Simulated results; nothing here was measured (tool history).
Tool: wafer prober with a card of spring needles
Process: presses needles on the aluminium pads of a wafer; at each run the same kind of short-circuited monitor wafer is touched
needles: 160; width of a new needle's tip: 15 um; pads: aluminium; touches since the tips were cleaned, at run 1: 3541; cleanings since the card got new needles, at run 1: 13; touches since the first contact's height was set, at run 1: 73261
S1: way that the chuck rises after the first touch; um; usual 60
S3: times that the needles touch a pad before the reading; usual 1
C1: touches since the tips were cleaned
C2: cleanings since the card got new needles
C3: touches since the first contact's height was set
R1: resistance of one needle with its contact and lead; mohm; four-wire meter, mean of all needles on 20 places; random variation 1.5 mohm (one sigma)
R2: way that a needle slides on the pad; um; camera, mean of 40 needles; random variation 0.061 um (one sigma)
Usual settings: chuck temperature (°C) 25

Run 1, day 0: usual settings; C1 3541; C2 13; C3 73261. Result: R1 140 mohm, R2 12.42 um.
At day 0.204: tips cleaned on abrasive film.
At day 0.617: tips cleaned on abrasive film.
Run 2, day 0.808: usual settings; C1 2369; C2 15; C3 83073. Result: R1 137 mohm, R2 12.39 um.
At day 1.117: tips cleaned on abrasive film.
At day 1.625: tips cleaned on abrasive film.
At day 2.138: tips cleaned on abrasive film.
Run 3, day 2.367: usual settings; C1 2808; C2 18; C3 102021. Result: R1 140 mohm, R2 12.31 um.
At day 2.571: tips cleaned on abrasive film.
At day 2.983: tips cleaned on abrasive film.
At day 3.471: tips cleaned on abrasive film.
Run 4, day 3.488: usual settings; C1 186; C2 21; C3 115629. Result: R1 138 mohm, R2 12.3 um.
At day 3.975: tips cleaned on abrasive film.
At day 4.488: tips cleaned on abrasive film.
At day 4.962: tips cleaned on abrasive film.
Run 5, day 5.279: usual settings; C1 3843; C2 24; C3 137437. Result: R1 141 mohm, R2 12.42 um.
At day 5.383: tips cleaned on abrasive film.
At day 5.892: tips cleaned on abrasive film.
Run 6, day 6.146: usual settings; C1 3114; C2 26; C3 148004. Result: R1 139 mohm, R2 12.4 um.
At day 6.354: tips cleaned on abrasive film.
At day 6.833: tips cleaned on abrasive film.
At day 7.333: tips cleaned on abrasive film.
Run 7, day 7.65: usual settings; C1 3897; C2 29; C3 166300. Result: R1 139 mohm, R2 12.38 um.
At day 7.758: tips cleaned on abrasive film.
At day 8.25: tips cleaned on abrasive film.
At day 8.762: tips cleaned on abrasive film.
At day 8.775: height of the first contact set anew.
Run 8, day 8.954: usual settings; C1 2219; C2 32; C3 2219. Result: R1 140 mohm, R2 12.29 um.
At day 9.262: tips cleaned on abrasive film.
At day 9.758: tips cleaned on abrasive film.
At day 10.25: tips cleaned on abrasive film.
At day 10.742: tips cleaned on abrasive film.
Run 9, day 10.783: usual settings; C1 478; C2 36; C3 24424. Result: R1 140 mohm, R2 12.35 um.
At day 11.192: tips cleaned on abrasive film.
At day 11.683: tips cleaned on abrasive film.
Run 10, day 11.767: usual settings; C1 1057; C2 38; C3 36413. Result: R1 138 mohm, R2 12.48 um.
At day 12.171: tips cleaned on abrasive film.
At day 12.675: tips cleaned on abrasive film.
Run 11, day 13.071: usual settings; C1 4850; C2 40; C3 52298. Result: R1 139 mohm, R2 12.54 um.
At day 13.179: tips cleaned on abrasive film.
At day 13.588: tips cleaned on abrasive film.
At day 14.083: tips cleaned on abrasive film.
Run 12, day 14.129: usual settings; C1 574; C2 43; C3 65133. Result: R1 138 mohm, R2 12.4 um.
At day 14.517: tips cleaned on abrasive film.
At day 14.929: tips cleaned on abrasive film.
Run 13, day 15.146: usual settings; C1 2676; C2 45; C3 77503. Result: R1 138 mohm, R2 12.41 um.
At day 15.354: tips cleaned on abrasive film.
At day 15.867: tips cleaned on abrasive film.
At day 16.379: tips cleaned on abrasive film.
Run 14, day 16.467: usual settings; C1 1096; C2 48; C3 93539. Result: R1 142 mohm, R2 12.41 um.
At day 16.833: tips cleaned on abrasive film.
At day 17.246: tips cleaned on abrasive film.
At day 17.758: tips cleaned on abrasive film.
At day 18.167: tips cleaned on abrasive film.
Run 15, day 18.333: usual settings; C1 2067; C2 52; C3 116259. Result: R1 137 mohm, R2 12.51 um.
At day 18.646: tips cleaned on abrasive film.
At day 19.054: tips cleaned on abrasive film.
Run 16, day 19.246: usual settings but chuck temperature (°C) 81; C1 2360; C2 54; C3 127334. Result: R1 149 mohm, R2 12.41 um.
At day 19.554: tips cleaned on abrasive film.
At day 20.046: tips cleaned on abrasive film.
At day 20.529: tips cleaned on abrasive film.
Run 17, day 20.733: usual settings but S1 42 um, chuck temperature (°C) 84, S3 3; C1 2482; C2 57; C3 145423. Result: R1 154 mohm, R2 8.65 um.
At day 21.042: tips cleaned on abrasive film.
At day 21.454: tips cleaned on abrasive film.
At day 21.929: tips cleaned on abrasive film.
At day 22.338: tips cleaned on abrasive film.
Run 18, day 22.554: usual settings but S1 45 um, S3 2; C1 2648; C2 61; C3 167558. Result: R1 141 mohm, R2 9.31 um.
At day 22.762: tips cleaned on abrasive film.
At day 23.171: tips cleaned on abrasive film.
At day 23.488: height of the first contact set anew.
At day 23.596: tips cleaned on abrasive film.
Run 19, day 23.712: usual settings but S1 45 um, S3 2; C1 1441; C2 64; C3 2687. Result: R1 145 mohm, R2 9.29 um.
At day 24.083: tips cleaned on abrasive film.
At day 24.567: tips cleaned on abrasive film.
At day 24.979: tips cleaned on abrasive film.
Run 20, day 25: usual settings but S1 42 um, chuck temperature (°C) 119; C1 258; C2 67; C3 18331. Result: R1 161 mohm, R2 8.75 um.
At day 25.4: tips cleaned on abrasive film.
At day 25.904: tips cleaned on abrasive film.
Run 21, day 25.946: usual settings; C1 480; C2 69; C3 29827. Result: R1 137 mohm, R2 12.37 um.
At day 26.354: tips cleaned on abrasive film.
At day 26.846: tips cleaned on abrasive film.
At day 27.333: tips cleaned on abrasive film.
Run 22, day 27.725: usual settings; C1 4798; C2 72; C3 51506. Result: R1 137 mohm, R2 12.35 um.
At day 27.812: tips cleaned on abrasive film.
At day 28.312: tips cleaned on abrasive film.
At day 28.725: tips cleaned on abrasive film.
At day 29.133: tips cleaned on abrasive film.
Run 23, day 29.417: usual settings but S1 75 um, chuck temperature (°C) 65, S3 2; C1 3475; C2 76; C3 72074. Result: R1 143 mohm, R2 15.58 um.
At day 29.621: tips cleaned on abrasive film.
At day 30.125: tips cleaned on abrasive film.
At day 30.629: tips cleaned on abrasive film.
At day 31.142: tips cleaned on abrasive film.
Run 24, day 31.25: usual settings but S1 75 um, chuck temperature (°C) 65, S3 2; C1 1348; C2 80; C3 94355. Result: R1 141 mohm, R2 15.51 um.
At day 31.638: tips cleaned on abrasive film.
At day 32.15: tips cleaned on abrasive film.
At day 32.638: tips cleaned on abrasive film.
Run 25, day 32.725: usual settings but S1 58 um, chuck temperature (°C) 40, S3 2; C1 1087; C2 83; C3 112288. Result: R1 140 mohm, R2 12.05 um.
At day 33.117: tips cleaned on abrasive film.
At day 33.621: tips cleaned on abrasive film.
At day 34.033: tips cleaned on abrasive film.
Run 26, day 34.283: usual settings but S1 53 um, chuck temperature (°C) 34, S3 2; C1 3066; C2 86; C3 131235. Result: R1 143 mohm, R2 10.84 um.
At day 34.471: tips cleaned on abrasive film.
At day 34.879: tips cleaned on abrasive film.
At day 35.292: tips cleaned on abrasive film.
At day 35.725: tips cleaned on abrasive film.
Run 27, day 35.725: usual settings but S1 53 um, chuck temperature (°C) 34, S3 2; C1 0; C2 90; C3 148757. Result: R1 143 mohm, R2 10.95 um.

5 ways to go on from here, each from the tool as it stands after run 27. What would each give?
At day 36.138: tips cleaned on abrasive film.
At day 36.642: tips cleaned on abrasive film.
Run A, day 37.012: usual settings but S1 44 um; C1 4557; C2 92; C3 164416. Result: R1 ?, R2 ?.
At day 36.138: tips cleaned on abrasive film.
At day 36.642: tips cleaned on abrasive film.
Run B, day 37.012: usual settings but S1 53 um, chuck temperature (°C) 34, S3 2; C1 4557; C2 92; C3 164416. Result: R1 ?, R2 ?.
At day 36.138: tips cleaned on abrasive film.
At day 36.642: tips cleaned on abrasive film.
Run C, day 37.012: usual settings but S1 71 um, chuck temperature (°C) 33, S3 2; C1 4557; C2 92; C3 164416. Result: R1 ?, R2 ?.
At day 36.138: tips cleaned on abrasive film.
At day 36.642: tips cleaned on abrasive film.
Run D, day 37.012: usual settings but chuck temperature (°C) 76, S3 2; C1 4557; C2 92; C3 164416. Result: R1 ?, R2 ?.
At day 36.138: tips cleaned on abrasive film.
At day 36.642: tips cleaned on abrasive film.
Run E, day 37.012: usual settings but S1 46 um, chuck temperature (°C) 42, S3 3; C1 4557; C2 92; C3 164416. Result: R1 ?, R2 ?.

run   R1     R2
  A  141   9.05
  B  142  11.06
  C  135  14.72
  D  147  12.37
  E  145    9.4
Without the tool's hidden state the same runs would have given:
run   R1     R2
  A  140   9.05
  B  142  11.07
  C  135  14.73
  D  147  12.37
  E  145   9.41
